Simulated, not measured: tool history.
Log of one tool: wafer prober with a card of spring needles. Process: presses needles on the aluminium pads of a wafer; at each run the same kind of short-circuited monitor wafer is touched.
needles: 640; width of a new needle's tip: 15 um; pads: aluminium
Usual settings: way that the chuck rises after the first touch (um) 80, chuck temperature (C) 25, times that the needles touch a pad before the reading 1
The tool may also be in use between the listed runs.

run,hour,way that the chuck rises after the first touch (um),chuck temperature (C),times that the needles touch a pad before the reading,resistance of one needle with its contact and lead (mohm),way that a needle slides on the pad (um)
1,0,80,25,1,306,12.28
# hour 4.3: tips cleaned on abrasive film
# hour 10: tips cleaned on abrasive film
# hour 17.1: tips cleaned on abrasive film
# hour 18.9: height of the first contact set anew
# hour 24.6: tips cleaned on abrasive film
# hour 31.7: tips cleaned on abrasive film
# hour 38.8: tips cleaned on abrasive film
# hour 45.9: tips cleaned on abrasive film
2,47.1,80,25,1,291,12.45
# hour 52.8: tips cleaned on abrasive film
# hour 58.6: tips cleaned on abrasive film
# hour 65.7: tips cleaned on abrasive film
# hour 72.8: tips cleaned on abrasive film
# hour 78.5: tips cleaned on abrasive film
# hour 84.2: tips cleaned on abrasive film
# hour 91.4: tips cleaned on abrasive film
# hour 98.5: tips cleaned on abrasive film
3,102.3,80,25,1,336,12.45
# hour 105.2: tips cleaned on abrasive film
# hour 112.3: tips cleaned on abrasive film
# hour 119.5: tips cleaned on abrasive film
# hour 126.6: tips cleaned on abrasive film
# hour 133.7: tips cleaned on abrasive film
# hour 140.8: tips cleaned on abrasive film
# hour 148: tips cleaned on abrasive film
4,152.6,80,25,1,368,12.27
# hour 154.1: tips cleaned on abrasive film
# hour 161.3: tips cleaned on abrasive film
# hour 167: tips cleaned on abrasive film
# hour 172.7: tips cleaned on abrasive film
# hour 179.8: tips cleaned on abrasive film
# hour 186.9: tips cleaned on abrasive film
# hour 192.6: tips cleaned on abrasive film
# hour 194.4: height of the first contact set anew
# hour 200.1: tips cleaned on abrasive film
# hour 203: tips cleaned on abrasive film, once more
5,206.6,80,25,1,336,12.5
# hour 209.5: tips cleaned on abrasive film
# hour 215.2: tips cleaned on abrasive film
# hour 222.3: tips cleaned on abrasive film
# hour 229.4: tips cleaned on abrasive film
# hour 236.6: tips cleaned on abrasive film
# hour 242.3: tips cleaned on abrasive film
# hour 249.4: tips cleaned on abrasive film
# hour 256: tips cleaned on abrasive film
6,256,80,25,1,270,12.42
# hour 261.7: tips cleaned on abrasive film
# hour 267.4: tips cleaned on abrasive film
# hour 274.6: tips cleaned on abrasive film
# hour 280.3: tips cleaned on abrasive film
# hour 287.4: tips cleaned on abrasive film
# hour 293.1: tips cleaned on abrasive film
7,293.6,80,25,1,283,12.33
# hour 299.3: tips cleaned on abrasive film
# hour 306.4: tips cleaned on abrasive film
# hour 313.5: tips cleaned on abrasive film
# hour 319.2: tips cleaned on abrasive film
# hour 324.9: tips cleaned on abrasive film
# hour 330.7: tips cleaned on abrasive film
# hour 336.9: tips cleaned on abrasive film
8,336.9,80,25,1,271,12.22
# hour 342.7: tips cleaned on abrasive film
# hour 349.8: tips cleaned on abrasive film
# hour 355.5: tips cleaned on abrasive film
# hour 362.6: tips cleaned on abrasive film
9,362.6,80,25,1,265,12.19
# hour 368.4: tips cleaned on abrasive film
# hour 370.1: height of the first contact set anew
# hour 375.8: tips cleaned on abrasive film
# hour 387.8: card fitted with new needles
# hour 395: tips cleaned on abrasive film
# hour 400.7: tips cleaned on abrasive film
10,405.9,80,25,1,313,12.6
# hour 407.4: tips cleaned on abrasive film
# hour 414.5: tips cleaned on abrasive film
# hour 421.6: tips cleaned on abrasive film
# hour 428.8: tips cleaned on abrasive film
# hour 435.9: tips cleaned on abrasive film
11,438.8,80,25,1,284,12.48
# hour 441.7: tips cleaned on abrasive film
# hour 448.8: tips cleaned on abrasive film
# hour 454.5: tips cleaned on abrasive film
# hour 461.7: tips cleaned on abrasive film
12,462.4,80,25,1,270,12.44
# hour 468.2: tips cleaned on abrasive film
# hour 473.9: tips cleaned on abrasive film
# hour 479.6: tips cleaned on abrasive film
# hour 485.9: tips cleaned on abrasive film
13,485.9,70,118,1,288,10.81
# hour 493: tips cleaned on abrasive film
# hour 500.1: tips cleaned on abrasive film
# hour 505.8: tips cleaned on abrasive film
# hour 512.9: tips cleaned on abrasive film
14,513.1,94,43,2,262,14.55
# hour 518.8: tips cleaned on abrasive film
# hour 524.5: tips cleaned on abrasive film
# hour 531.7: tips cleaned on abrasive film
# hour 537.4: tips cleaned on abrasive film
# hour 544.5: tips cleaned on abrasive film
# hour 551.6: tips cleaned on abrasive film
# hour 558.7: tips cleaned on abrasive film
# hour 563.2: height of the first contact set anew
# hour 564.9: tips cleaned on abrasive film
15,564.9,91,52,2,266,14.26
# hour 572: tips cleaned on abrasive film
# hour 579.2: tips cleaned on abrasive film
# hour 584.9: tips cleaned on abrasive film
# hour 590.6: tips cleaned on abrasive film
16,590.8,91,32,1,262,14.23
# hour 596.6: tips cleaned on abrasive film
# hour 603.7: tips cleaned on abrasive film
# hour 609.4: tips cleaned on abrasive film
# hour 615.1: tips cleaned on abrasive film
# hour 622.2: tips cleaned on abrasive film
# hour 629.3: tips cleaned on abrasive film
# hour 636.5: tips cleaned on abrasive film
# hour 643.6: tips cleaned on abrasive film
17,644.1,61,26,1,281,9.4

Forecast run 18:
# hour 649.8: tips cleaned on abrasive film
# hour 656.9: tips cleaned on abrasive film
# hour 664: tips cleaned on abrasive film
# hour 671.2: tips cleaned on abrasive film
# hour 678.3: tips cleaned on abrasive film
# hour 685.4: tips cleaned on abrasive film
# hour 692.5: tips cleaned on abrasive film
18,693.1,61,26,1,?,?

{"run 18": {"resistance of one needle with its contact and lead (mohm)": 285, "way that a needle slides on the pad (um)": 9.3}}
Without the tool's hidden state the same run would have given resistance of one needle with its contact and lead (mohm) 260, way that a needle slides on the pad (um) 9.51.
